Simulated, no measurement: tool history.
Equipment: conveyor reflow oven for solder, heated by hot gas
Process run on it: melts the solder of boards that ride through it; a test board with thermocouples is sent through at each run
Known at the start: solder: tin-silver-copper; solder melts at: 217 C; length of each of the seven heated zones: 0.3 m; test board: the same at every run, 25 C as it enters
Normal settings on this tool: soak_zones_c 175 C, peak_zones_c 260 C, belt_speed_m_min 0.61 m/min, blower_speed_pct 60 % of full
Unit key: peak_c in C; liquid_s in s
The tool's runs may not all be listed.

run 1 hour=0 | soak_zones_c=175 peak_zones_c=260 belt_speed_m_min=0.61 blower_speed_pct=60 | peak_c=242.8 liquid_s=37.1
run 2 hour=38.2 | soak_zones_c=175 peak_zones_c=260 belt_speed_m_min=0.61 blower_speed_pct=60 | peak_c=241.7 liquid_s=38.2
run 3 hour=86.8 | soak_zones_c=175 peak_zones_c=260 belt_speed_m_min=0.61 blower_speed_pct=60 | peak_c=242.4 liquid_s=37.7
run 4 hour=120 | soak_zones_c=175 peak_zones_c=260 belt_speed_m_min=0.61 blower_speed_pct=60 | peak_c=242.3 liquid_s=37.7
-- hour=128.8 flux residue cleaned out of gas plates and filters
run 5 hour=169.5 | soak_zones_c=175 peak_zones_c=260 belt_speed_m_min=0.61 blower_speed_pct=60 | peak_c=243.5 liquid_s=39.2
run 6 hour=219.3 | soak_zones_c=167 peak_zones_c=260 belt_speed_m_min=0.61 blower_speed_pct=60 | peak_c=242.1 liquid_s=35.1
run 7 hour=242.8 | soak_zones_c=175 peak_zones_c=260 belt_speed_m_min=0.61 blower_speed_pct=60 | peak_c=243.4 liquid_s=39.1
run 8 hour=275.9 | soak_zones_c=175 peak_zones_c=260 belt_speed_m_min=0.61 blower_speed_pct=60 | peak_c=243.5 liquid_s=38.2
run 9 hour=307.2 | soak_zones_c=175 peak_zones_c=260 belt_speed_m_min=0.61 blower_speed_pct=60 | peak_c=242.7 liquid_s=38.4
run 10 hour=358.5 | soak_zones_c=175 peak_zones_c=260 belt_speed_m_min=0.61 blower_speed_pct=60 | peak_c=242.4 liquid_s=37.4
run 11 hour=411.2 | soak_zones_c=175 peak_zones_c=260 belt_speed_m_min=0.61 blower_speed_pct=60 | peak_c=243.7 liquid_s=39.5
-- hour=445.3 flux residue cleaned out of gas plates and filters
run 12 hour=445.5 | soak_zones_c=175 peak_zones_c=260 belt_speed_m_min=0.61 blower_speed_pct=60 | peak_c=244.1 liquid_s=39.4
run 13 hour=474.7 | soak_zones_c=175 peak_zones_c=260 belt_speed_m_min=0.61 blower_speed_pct=60 | peak_c=244.7 liquid_s=39.4
run 14 hour=513.7 | soak_zones_c=167 peak_zones_c=260 belt_speed_m_min=0.61 blower_speed_pct=60 | peak_c=243.2 liquid_s=35.6
-- hour=519.2 thermocouples of zones 6 and 7 changed
run 15 hour=554.2 | soak_zones_c=167 peak_zones_c=260 belt_speed_m_min=0.61 blower_speed_pct=60 | peak_c=240.6 liquid_s=34.3
run 16 hour=594.3 | soak_zones_c=167 peak_zones_c=260 belt_speed_m_min=0.61 blower_speed_pct=60 | peak_c=240.1 liquid_s=33.9
run 17 hour=617.3 | soak_zones_c=175 peak_zones_c=260 belt_speed_m_min=0.665 blower_speed_pct=60 | peak_c=239.2 liquid_s=31.5
run 18 hour=655.9 | soak_zones_c=175 peak_zones_c=260 belt_speed_m_min=0.665 blower_speed_pct=60 | peak_c=238.7 liquid_s=31.5
-- hour=692.3 belt drive overhauled, speed set with a stopwatch
run 19 hour=694.6 | soak_zones_c=177 peak_zones_c=260 belt_speed_m_min=0.61 blower_speed_pct=60 | peak_c=241.8 liquid_s=36.9
run 20 hour=720.6 | soak_zones_c=181 peak_zones_c=260 belt_speed_m_min=0.603 blower_speed_pct=60 | peak_c=242.9 liquid_s=38.7
-- hour=765.4 flux residue cleaned out of gas plates and filters
run 21 hour=778.6 | soak_zones_c=181 peak_zones_c=271 belt_speed_m_min=0.603 blower_speed_pct=64 | peak_c=254.1 liquid_s=47.4
run 22 hour=805.6 | soak_zones_c=181 peak_zones_c=271 belt_speed_m_min=0.603 blower_speed_pct=64 | peak_c=254.7 liquid_s=48.2
run 23 hour=840.5 | soak_zones_c=167 peak_zones_c=274 belt_speed_m_min=0.7 blower_speed_pct=54 | peak_c=244.5 liquid_s=31.2
run 24 hour=879.3 | soak_zones_c=179 peak_zones_c=260 belt_speed_m_min=0.61 blower_speed_pct=57 | peak_c=242.2 liquid_s=38.9
run 25 hour=930.6 | soak_zones_c=179 peak_zones_c=260 belt_speed_m_min=0.61 blower_speed_pct=57 | peak_c=242.8 liquid_s=38.1
run 26 hour=959.5 | soak_zones_c=179 peak_zones_c=260 belt_speed_m_min=0.61 blower_speed_pct=57 | peak_c=242.4 liquid_s=38.7
run 27 hour=983.5 | soak_zones_c=179 peak_zones_c=269 belt_speed_m_min=0.61 blower_speed_pct=57 | peak_c=249.5 liquid_s=42.4
run 28 hour=1011.4 | soak_zones_c=179 peak_zones_c=269 belt_speed_m_min=0.61 blower_speed_pct=57 | peak_c=249.8 liquid_s=43.2
run 29 hour=1052.5 | soak_zones_c=187 peak_zones_c=263 belt_speed_m_min=0.528 blower_speed_pct=52 | peak_c=249.8 liquid_s=54.4
-- hour=1081.7 flux residue cleaned out of gas plates and filters
run 30 hour=1081.7 | soak_zones_c=175 peak_zones_c=265 belt_speed_m_min=0.666 blower_speed_pct=60 | peak_c=244.3 liquid_s=34.7

Predict each of these 4 candidate next runs independently; none follows another, all start after run 30:
run A hour=1131.9 | soak_zones_c=173 peak_zones_c=249 belt_speed_m_min=0.547 blower_speed_pct=60 | peak_c=? liquid_s=?
run B hour=1131.9 | soak_zones_c=178 peak_zones_c=265 belt_speed_m_min=0.581 blower_speed_pct=57 | peak_c=? liquid_s=?
run C hour=1131.9 | soak_zones_c=189 peak_zones_c=260 belt_speed_m_min=0.633 blower_speed_pct=89 | peak_c=? liquid_s=?
run D hour=1131.9 | soak_zones_c=168 peak_zones_c=265 belt_speed_m_min=0.668 blower_speed_pct=63 | peak_c=? liquid_s=?

run=A peak_c=237 liquid_s=36.5
run=B peak_c=249.2 liquid_s=44.5
run=C peak_c=249.6 liquid_s=46.5
run=D peak_c=243.1 liquid_s=32.6
Without the tool's unlogged condition, the same runs would have read:
run=A peak_c=235.2 liquid_s=34.5
run=B peak_c=247.5 liquid_s=43.1
run=C peak_c=247.9 liquid_s=45.4
run=D peak_c=241.5 liquid_s=31.3
